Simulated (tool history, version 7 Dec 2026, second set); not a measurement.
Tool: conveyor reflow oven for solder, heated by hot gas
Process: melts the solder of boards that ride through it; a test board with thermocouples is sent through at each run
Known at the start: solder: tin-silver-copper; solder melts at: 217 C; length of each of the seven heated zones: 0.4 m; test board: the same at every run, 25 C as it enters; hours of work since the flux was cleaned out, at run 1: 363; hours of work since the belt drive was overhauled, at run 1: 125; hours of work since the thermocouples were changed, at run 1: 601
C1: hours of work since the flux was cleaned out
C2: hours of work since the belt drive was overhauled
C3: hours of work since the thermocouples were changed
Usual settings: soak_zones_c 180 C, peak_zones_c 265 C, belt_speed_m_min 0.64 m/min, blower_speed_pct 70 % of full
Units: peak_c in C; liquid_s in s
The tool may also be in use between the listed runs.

Run 1, hour 0: usual settings; C1 363; C2 125; C3 601. Result: peak_c 250.1 C, liquid_s 55.9 s.
Run 2, hour 6.2: usual settings; C1 366; C2 128; C3 604. Result: peak_c 249.8 C, liquid_s 56 s.
Run 3, hour 11.5: usual settings; C1 369; C2 131; C3 607. Result: peak_c 249.7 C, liquid_s 56.8 s.
Run 4, hour 18.4: usual settings; C1 372; C2 134; C3 610. Result: peak_c 250.2 C, liquid_s 56.5 s.
Run 5, hour 26.2: usual settings; C1 376; C2 138; C3 614. Result: peak_c 250 C, liquid_s 56.4 s.
Run 6, hour 31.8: usual settings; C1 378; C2 140; C3 617. Result: peak_c 249.6 C, liquid_s 56.6 s.
Run 7, hour 39.2: usual settings; C1 382; C2 144; C3 620. Result: peak_c 249.9 C, liquid_s 56.5 s.
Run 8, hour 45.9: usual settings; C1 385; C2 147; C3 623. Result: peak_c 249.8 C, liquid_s 56.4 s.
Run 9, hour 52.2: usual settings; C1 388; C2 150; C3 626. Result: peak_c 249.7 C, liquid_s 56.6 s.
Run 10, hour 61.8: usual settings; C1 393; C2 155; C3 631. Result: peak_c 250.4 C, liquid_s 56.3 s.
Run 11, hour 70.5: usual settings; C1 397; C2 159; C3 635. Result: peak_c 250.6 C, liquid_s 56.1 s.
Run 12, hour 76: usual settings; C1 400; C2 162; C3 638. Result: peak_c 249.6 C, liquid_s 56.1 s.
Run 13, hour 83.9: usual settings; C1 403; C2 165; C3 642. Result: peak_c 250.2 C, liquid_s 56.5 s.
Run 14, hour 89.1: usual settings but soak_zones_c 191 C, peak_zones_c 268 C, belt_speed_m_min 0.583 m/min; C1 406; C2 168; C3 644. Result: peak_c 256.4 C, liquid_s 73.2 s.
Run 15, hour 97.7: usual settings but soak_zones_c 182 C; C1 410; C2 172; C3 648. Result: peak_c 250.1 C, liquid_s 57.5 s.
Run 16, hour 103.1: usual settings but belt_speed_m_min 0.667 m/min; C1 413; C2 175; C3 651. Result: peak_c 248.7 C, liquid_s 52.4 s.
Run 17, hour 111.7: usual settings but belt_speed_m_min 0.667 m/min; C1 417; C2 179; C3 655. Result: peak_c 248.6 C, liquid_s 52.1 s.
Run 18, hour 118.8: usual settings but belt_speed_m_min 0.667 m/min; C1 420; C2 182; C3 658. Result: peak_c 248.2 C, liquid_s 53.1 s.
Run 19, hour 123.9: usual settings but belt_speed_m_min 0.667 m/min; C1 423; C2 185; C3 661. Result: peak_c 248.4 C, liquid_s 52.3 s.
Run 20, hour 131.4: usual settings but soak_zones_c 187 C, belt_speed_m_min 0.668 m/min; C1 426; C2 188; C3 664. Result: peak_c 249.6 C, liquid_s 56.3 s.
Run 21, hour 140: usual settings but soak_zones_c 174 C, peak_zones_c 264 C, belt_speed_m_min 0.73 m/min, blower_speed_pct 80 % of full; C1 430; C2 192; C3 669. Result: peak_c 244.7 C, liquid_s 42.5 s.
Run 22, hour 147.4: usual settings but soak_zones_c 174 C, peak_zones_c 260 C, belt_speed_m_min 0.655 m/min, blower_speed_pct 80 % of full; C1 434; C2 196; C3 672. Result: peak_c 244.8 C, liquid_s 48.8 s.
At hour 156.2: flux residue cleaned out of gas plates and filters.
Run 23, hour 156.9: usual settings but soak_zones_c 174 C, peak_zones_c 260 C, belt_speed_m_min 0.655 m/min, blower_speed_pct 80 % of full; C1 0; C2 198; C3 674. Result: peak_c 247.4 C, liquid_s 53.1 s.
Run 24, hour 165.1: usual settings but soak_zones_c 188 C, peak_zones_c 260 C, belt_speed_m_min 0.655 m/min, blower_speed_pct 80 % of full; C1 4; C2 202; C3 678. Result: peak_c 250 C, liquid_s 59.7 s.
Run 25, hour 174: usual settings but soak_zones_c 188 C, peak_zones_c 260 C, belt_speed_m_min 0.655 m/min, blower_speed_pct 80 % of full; C1 9; C2 206; C3 683. Result: peak_c 249.9 C, liquid_s 59.7 s.

5 ways to go on from here, each from the tool as it stands after run 25. What would each give?
Run A, hour 180.5: usual settings but soak_zones_c 188 C, peak_zones_c 263 C, belt_speed_m_min 0.655 m/min, blower_speed_pct 74 % of full; C1 12; C2 209; C3 686. Result: peak_c ?, liquid_s ?.
Run B, hour 180.5: usual settings but soak_zones_c 188 C, peak_zones_c 277 C, belt_speed_m_min 0.655 m/min, blower_speed_pct 54 % of full; C1 12; C2 209; C3 686. Result: peak_c ?, liquid_s ?.
Run C, hour 180.5: usual settings but soak_zones_c 188 C, peak_zones_c 280 C, belt_speed_m_min 0.589 m/min, blower_speed_pct 54 % of full; C1 12; C2 209; C3 686. Result: peak_c ?, liquid_s ?.
Run D, hour 180.5: usual settings but soak_zones_c 188 C, peak_zones_c 260 C, belt_speed_m_min 0.736 m/min, blower_speed_pct 80 % of full; C1 12; C2 209; C3 686. Result: peak_c ?, liquid_s ?.
Run E, hour 180.5: usual settings but soak_zones_c 188 C, peak_zones_c 268 C, belt_speed_m_min 0.599 m/min, blower_speed_pct 80 % of full; C1 12; C2 209; C3 686. Result: peak_c ?, liquid_s ?.

run  peak_c  liquid_s
  A   251.9      60.5
  B   260.9      64.8
  C   267.3      75.5
  D   247.3        50
  E   259.6      71.6
Without the tool's hidden state the same runs would have given:
run  peak_c  liquid_s
  A   250.8      59.6
  B   259.9        64
  C   266.2      74.8
  D   246.3      49.2
  E   258.5      70.8
